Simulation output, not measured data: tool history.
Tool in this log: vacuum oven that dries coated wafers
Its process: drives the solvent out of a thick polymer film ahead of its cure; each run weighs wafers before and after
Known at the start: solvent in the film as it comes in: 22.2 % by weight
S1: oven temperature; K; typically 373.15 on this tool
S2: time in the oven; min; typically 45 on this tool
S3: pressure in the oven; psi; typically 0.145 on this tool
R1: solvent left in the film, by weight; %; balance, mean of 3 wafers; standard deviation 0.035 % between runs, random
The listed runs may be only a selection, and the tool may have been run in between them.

run   hour      S1  S2     S3     R1
  1      0  373.15  45  0.145   4.85
  2   66.1  373.15  45  0.145   4.83
  3  135.7  373.15  45  0.145   4.88
  4  214.8  373.15  45  0.145   4.94
  5    294  373.15  45  0.145   4.91
  6  332.1  373.15  45  0.145   4.91
  7  413.2  373.15  45  0.218   5.14
  8  478.6  383.15  72  0.145   1.02
  9  518.1  361.15  81   0.08   4.29
 10  590.6  361.15  24   0.08  11.78
 11    647  361.15  24   0.08  11.83
 12  700.1  378.15  40   0.08   4.21
 13  762.6  378.15  40   0.08   4.16
 14  835.7  373.15  45    0.1   4.76

Forecast each of these 3 alternatives for the next run:
  A  895.5  373.15  50  0.152   ?
  B  895.5  383.15  70   0.38   ?
  C  895.5  373.15  61  0.097   ?

run    R1
  A  4.29
  B  1.63
  C     3
Stripped of hidden state, with their random variation kept, the same runs would have yielded:
run    R1
  A   4.3
  B  1.63
  C     3
